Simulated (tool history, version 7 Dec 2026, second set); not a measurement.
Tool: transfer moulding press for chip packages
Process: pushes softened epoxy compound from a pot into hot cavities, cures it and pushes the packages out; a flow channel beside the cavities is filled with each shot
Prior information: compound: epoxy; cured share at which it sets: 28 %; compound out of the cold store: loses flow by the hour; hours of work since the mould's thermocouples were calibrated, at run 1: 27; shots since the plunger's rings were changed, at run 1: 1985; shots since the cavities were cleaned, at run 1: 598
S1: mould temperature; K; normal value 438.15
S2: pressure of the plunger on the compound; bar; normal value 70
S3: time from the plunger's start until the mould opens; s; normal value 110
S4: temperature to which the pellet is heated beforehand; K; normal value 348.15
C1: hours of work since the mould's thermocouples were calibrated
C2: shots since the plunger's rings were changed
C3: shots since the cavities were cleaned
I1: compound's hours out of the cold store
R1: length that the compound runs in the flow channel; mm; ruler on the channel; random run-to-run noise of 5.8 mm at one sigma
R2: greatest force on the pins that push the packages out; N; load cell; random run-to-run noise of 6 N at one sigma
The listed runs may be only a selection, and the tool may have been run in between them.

run    day      S1    S2   S3      S4   C1    C2   C3    I1   R1   R2
  1      0  438.15    70  110  348.15   27  1985  598   8.7  697  318
  2  0.288  438.15    70  110  348.15   31  2045  658  39.8  622  310
     0.454  -- cavities cleaned with cleaning compound and waxed
  3  0.696  438.15    70  110  348.15   35  2117   50  15.6  684  247
  4  1.183  438.15    70  106  348.15   42  2219  152  29.1  652  277
  5  1.608  438.15    70  110  348.15   47  2308  241  10.1  687  300
  6  1.833  438.15    70  110  348.15   50  2355  288  22.3  663  283
  7  2.321  438.15    70  110  348.15   56  2456  389  28.1  652  299
  8  2.633  438.15    70  110  348.15   60  2522  455   9.7  693  321
  9  3.104  438.15    70  110  348.15   66  2621  554  12.8  685  335
 10  3.429  438.15    70  110  348.15   70  2688  621  23.6  656  333
     3.762  -- cavities cleaned with cleaning compound and waxed
 11  3.858  438.15    70  110  348.15   74  2765   20  18.8  665  243
 12  4.262  438.15    70  110  344.15   79  2850  105  19.9  661  250
 13  4.488  438.15    70  110  344.15   82  2896  151    13  674  265
 14  4.742  438.15    70  110  344.15   85  2950  205  47.5  592  261
 15  4.954  438.15    70  110  344.15   88  2994  249  24.6  643  272
 16  5.317  438.15  67.5  135  340.15   93  3070  325    38  605  242
 17    5.8  438.15  58.4  110  348.15   99  3171  426  22.8  597  309
 18   6.25  440.15    70  110  348.15  104  3265  520  13.6  678  291
 19  6.671  434.15    78  110  348.15  110  3353  608   8.5  738  452
     6.792  -- mould's thermocouples calibrated
 20  7.033  434.15  52.1  147  348.15    3  3411  666     9  601  285
     7.179  -- cavities cleaned with cleaning compound and waxed
 21  7.346  434.15  52.1  147  348.15    6  3463   34  46.8  521  209
     7.842  -- mould's thermocouples calibrated, once more
 22  7.879  438.15  59.6  110  348.15    0  3557  128  35.9  568  253
 23  8.112  443.15  75.7  125  338.15    3  3606  177  31.8  629  215
 24  8.346  436.15  75.7   91  351.15    6  3655  226  27.4  674  487
 25  8.617  445.15  85.3  109  354.15   10  3712  283  34.9  660  225
 26  8.917  445.15  85.3   96  354.15   14  3775  346    30  673  269
 27  9.179  445.15  85.3  150  354.15   17  3829  400  44.2  631  234
 28  9.658  445.15  85.3  150  354.15   23  3930  501  39.1  652  243

3 ways to go on from here, each from the tool as it stands after run 28. What would each give?
  A  10.004  435.15    70  126  348.15  27  4001  572  41.7   ?   ?
  B  10.004  438.15    70  110  345.15  27  4001  572    20   ?   ?
  C  10.004  445.15  85.3  113  354.15  27  4001  572  23.5   ?   ?

run   R1   R2
  A  606  321
  B  646  324
  C  701  251
Without the tool's unlogged condition, the same runs would have read:
run   R1   R2
  A  643  228
  B  685  230
  C  744  177
